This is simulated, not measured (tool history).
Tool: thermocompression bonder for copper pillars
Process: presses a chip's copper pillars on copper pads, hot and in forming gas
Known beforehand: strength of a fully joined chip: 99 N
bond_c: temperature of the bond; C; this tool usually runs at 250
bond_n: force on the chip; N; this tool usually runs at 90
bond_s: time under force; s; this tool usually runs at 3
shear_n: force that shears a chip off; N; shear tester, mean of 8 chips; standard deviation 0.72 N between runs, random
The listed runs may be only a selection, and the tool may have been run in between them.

{"run": 1, "hour": 0.0, "bond_c": 250, "bond_n": 90, "bond_s": 3, "shear_n": 50.7}
{"run": 2, "hour": 30.4, "bond_c": 250, "bond_n": 90, "bond_s": 3, "shear_n": 51.2}
{"run": 3, "hour": 54.5, "bond_c": 250, "bond_n": 90, "bond_s": 3, "shear_n": 49.5}
{"run": 4, "hour": 83.1, "bond_c": 250, "bond_n": 90, "bond_s": 3, "shear_n": 49.7}
{"run": 5, "hour": 104.2, "bond_c": 278, "bond_n": 90, "bond_s": 3, "shear_n": 61.8}
{"run": 6, "hour": 121.9, "bond_c": 278, "bond_n": 90, "bond_s": 3, "shear_n": 62.3}
{"run": 7, "hour": 161.2, "bond_c": 278, "bond_n": 90, "bond_s": 3, "shear_n": 60}
{"run": 8, "hour": 191.4, "bond_c": 278, "bond_n": 90, "bond_s": 3, "shear_n": 60.6}
{"run": 9, "hour": 215.6, "bond_c": 223, "bond_n": 90, "bond_s": 3, "shear_n": 36.6}
{"run": 10, "hour": 253.9, "bond_c": 223, "bond_n": 90, "bond_s": 3, "shear_n": 37.2}
{"run": 11, "hour": 288.6, "bond_c": 269, "bond_n": 95, "bond_s": 2, "shear_n": 50.7}
{"run": 12, "hour": 322.2, "bond_c": 250, "bond_n": 90, "bond_s": 4, "shear_n": 53.8}
{"hour": 326.1, "done": "force cell calibrated"}
{"run": 13, "hour": 362.9, "bond_c": 250, "bond_n": 90, "bond_s": 4, "shear_n": 51.1}
{"run": 14, "hour": 393.5, "bond_c": 258, "bond_n": 129, "bond_s": 2, "shear_n": 56.8}
{"run": 15, "hour": 412.6, "bond_c": 253, "bond_n": 74, "bond_s": 3, "shear_n": 43.3}
{"hour": 446.8, "done": "force cell calibrated, once more"}
{"run": 16, "hour": 453.7, "bond_c": 250, "bond_n": 90, "bond_s": 4, "shear_n": 51.2}
{"run": 17, "hour": 490.4, "bond_c": 250, "bond_n": 90, "bond_s": 4, "shear_n": 51.8}
{"run": 18, "hour": 521.2, "bond_c": 250, "bond_n": 90, "bond_s": 4, "shear_n": 50.8}

4 ways to go on from here, each from the tool as it stands after run 18. What would each give?
{"run": "A", "hour": 551.1, "bond_c": 252, "bond_n": 90, "bond_s": 2, "shear_n": "?"}
{"run": "B", "hour": 551.1, "bond_c": 237, "bond_n": 57, "bond_s": 2, "shear_n": "?"}
{"run": "C", "hour": 551.1, "bond_c": 251, "bond_n": 72, "bond_s": 4, "shear_n": "?"}
{"run": "D", "hour": 551.1, "bond_c": 250, "bond_n": 122, "bond_s": 6, "shear_n": "?"}

run=A shear_n=41.4
run=B shear_n=23.7
run=C shear_n=43.7
run=D shear_n=67.5
Without the tool's hidden state the same runs would have given:
run=A shear_n=47.1
run=B shear_n=27.2
run=C shear_n=49.5
run=D shear_n=75.1
